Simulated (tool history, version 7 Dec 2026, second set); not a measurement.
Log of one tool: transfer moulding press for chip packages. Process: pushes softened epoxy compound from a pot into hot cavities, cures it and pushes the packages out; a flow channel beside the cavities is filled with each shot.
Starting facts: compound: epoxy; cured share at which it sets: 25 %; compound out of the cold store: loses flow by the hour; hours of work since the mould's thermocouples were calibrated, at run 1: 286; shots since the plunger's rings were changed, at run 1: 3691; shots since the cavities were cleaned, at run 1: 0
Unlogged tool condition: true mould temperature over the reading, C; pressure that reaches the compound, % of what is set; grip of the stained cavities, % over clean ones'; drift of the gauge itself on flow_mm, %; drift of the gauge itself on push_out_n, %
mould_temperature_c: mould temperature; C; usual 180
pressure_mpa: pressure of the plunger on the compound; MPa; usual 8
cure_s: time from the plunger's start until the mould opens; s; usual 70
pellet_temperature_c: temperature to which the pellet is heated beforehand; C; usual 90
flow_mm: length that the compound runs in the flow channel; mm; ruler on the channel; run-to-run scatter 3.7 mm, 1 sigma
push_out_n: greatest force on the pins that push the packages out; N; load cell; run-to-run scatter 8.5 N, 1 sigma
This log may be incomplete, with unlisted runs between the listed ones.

| run | hour | mould_temperature_c | pressure_mpa | cure_s | pellet_temperature_c | hours of work since the mould's thermocouples were calibrated | shots since the plunger's rings were changed | shots since the cavities were cleaned | incoming compound's hours out of the cold store | flow_mm | push_out_n |
|---|---|---|---|---|---|---|---|---|---|---|---|
| 1 | 0 | 180 | 8 | 70 | 90 | 286 | 3691 | 0 | 37.6 | 551 | 365 |
|  | 34.2 | cavities cleaned with cleaning compound and waxed |
| 2 | 44.6 | 180 | 8 | 70 | 90 | 313 | 4363 | 162 | 25.2 | 567 | 399 |
|  | 67.9 | cavities cleaned with cleaning compound and waxed |
| 3 | 74.6 | 180 | 9.74 | 70 | 90 | 330 | 4807 | 104 | 30 | 611 | 393 |
| 4 | 97.2 | 180 | 9.74 | 70 | 90 | 345 | 5159 | 456 | 16.6 | 641 | 395 |
|  | 102.1 | cavities cleaned with cleaning compound and waxed |
|  | 136.6 | cavities cleaned with cleaning compound and waxed |
| 5 | 143.2 | 180 | 9.74 | 70 | 90 | 371 | 5828 | 101 | 28.4 | 620 | 385 |
|  | 170.9 | cavities cleaned with cleaning compound and waxed |
| 6 | 181 | 180 | 8.7 | 70 | 90 | 394 | 6394 | 157 | 33 | 577 | 377 |
|  | 193.2 | mould's thermocouples calibrated |
|  | 203.1 | plunger's sealing rings changed |
|  | 207.8 | cavities cleaned with cleaning compound and waxed |
| 7 | 208.8 | 182 | 8 | 70 | 90 | 7 | 66 | 16 | 37.2 | 548 | 330 |
| 8 | 235.2 | 182 | 8 | 70 | 90 | 24 | 478 | 428 | 39 | 547 | 337 |
|  | 242.6 | cavities cleaned with cleaning compound and waxed |
| 9 | 265.2 | 182 | 8 | 70 | 90 | 42 | 921 | 352 | 14.1 | 577 | 350 |
|  | 276.8 | cavities cleaned with cleaning compound and waxed |
|  | 309.1 | cavities cleaned with cleaning compound and waxed |
| 10 | 309.1 | 182 | 8 | 70 | 90 | 67 | 1557 | 0 | 33.5 | 548 | 325 |
| 11 | 333 | 180 | 8 | 70 | 90 | 82 | 1931 | 374 | 40.8 | 557 | 358 |
|  | 344.2 | cavities cleaned with cleaning compound and waxed |
| 12 | 368.9 | 180 | 8 | 70 | 89 | 104 | 2466 | 385 | 23.1 | 573 | 376 |
|  | 378.7 | cavities cleaned with cleaning compound and waxed |
| 13 | 393.9 | 180 | 8 | 96 | 89 | 118 | 2832 | 237 | 13.7 | 580 | 239 |
|  | 411.3 | cavities cleaned with cleaning compound and waxed |
| 14 | 437.8 | 180 | 8 | 88 | 90 | 145 | 3494 | 414 | 23.8 | 569 | 260 |
|  | 446.1 | cavities cleaned with cleaning compound and waxed |
| 15 | 473.1 | 179 | 8 | 57 | 90 | 166 | 4019 | 420 | 35.1 | 558 | 694 |
|  | 478.5 | cavities cleaned with cleaning compound and waxed |
| 16 | 492.8 | 174 | 8 | 57 | 90 | 177 | 4302 | 222 | 15.1 | 595 | 899 |
|  | 513.3 | cavities cleaned with cleaning compound and waxed |
| 17 | 517.3 | 182 | 6.82 | 64 | 87 | 192 | 4662 | 63 | 15.7 | 527 | 437 |
|  | 548.3 | cavities cleaned with cleaning compound and waxed |
| 18 | 551.2 | 176 | 7.16 | 95 | 94 | 212 | 5166 | 44 | 44.5 | 520 | 264 |
|  | 580.7 | cavities cleaned with cleaning compound and waxed |
| 19 | 582.9 | 176 | 7.16 | 95 | 94 | 231 | 5636 | 33 | 29.4 | 540 | 262 |
| 20 | 601.1 | 181 | 8 | 59 | 90 | 242 | 5920 | 317 | 12.8 | 580 | 582 |
|  | 614.9 | cavities cleaned with cleaning compound and waxed |
|  | 646.9 | cavities cleaned with cleaning compound and waxed |
| 21 | 646.9 | 181 | 8 | 65 | 81 | 269 | 6587 | 0 | 33 | 564 | 444 |
|  | 655.3 | plunger's sealing rings changed |
| 22 | 668.1 | 172 | 8 | 70 | 95 | 281 | 199 | 290 | 8.6 | 614 | 645 |
|  | 683.9 | cavities cleaned with cleaning compound and waxed |
| 23 | 701.5 | 172 | 8.57 | 70 | 85 | 301 | 697 | 273 | 16.5 | 622 | 657 |
|  | 717.1 | cavities cleaned with cleaning compound and waxed |
| 24 | 743.1 | 180 | 8 | 70 | 82 | 326 | 1322 | 406 | 19 | 582 | 404 |
|  | 751.2 | cavities cleaned with cleaning compound and waxed |
| 25 | 775.6 | 180 | 6.56 | 59 | 82 | 345 | 1805 | 381 | 45.6 | 494 | 570 |

Consider 4 possible next runs. They are alternatives, not a sequence: every one starts from the tool as it was left by run 25. What does each give?
|  | 783.5 | cavities cleaned with cleaning compound and waxed |
| A | 801.8 | 180 | 6.75 | 70 | 90 | 361 | 2189 | 284 | 35.5 | ? | ? |
|  | 783.5 | cavities cleaned with cleaning compound and waxed |
| B | 801.8 | 180 | 8 | 58 | 96 | 361 | 2189 | 284 | 28.8 | ? | ? |
|  | 783.5 | cavities cleaned with cleaning compound and waxed |
| C | 801.8 | 182 | 8 | 70 | 94 | 361 | 2189 | 284 | 44.7 | ? | ? |
|  | 783.5 | cavities cleaned with cleaning compound and waxed |
| D | 801.8 | 180 | 8.34 | 70 | 88 | 361 | 2189 | 284 | 14.2 | ? | ? |

| run | flow_mm | push_out_n |
|---|---|---|
| A | 514 | 365 |
| B | 564 | 598 |
| C | 540 | 338 |
| D | 606 | 404 |
What these runs would have given with no unlogged condition in the tool:
| run | flow_mm | push_out_n |
|---|---|---|
| A | 515 | 362 |
| B | 565 | 593 |
| C | 540 | 336 |
| D | 606 | 401 |

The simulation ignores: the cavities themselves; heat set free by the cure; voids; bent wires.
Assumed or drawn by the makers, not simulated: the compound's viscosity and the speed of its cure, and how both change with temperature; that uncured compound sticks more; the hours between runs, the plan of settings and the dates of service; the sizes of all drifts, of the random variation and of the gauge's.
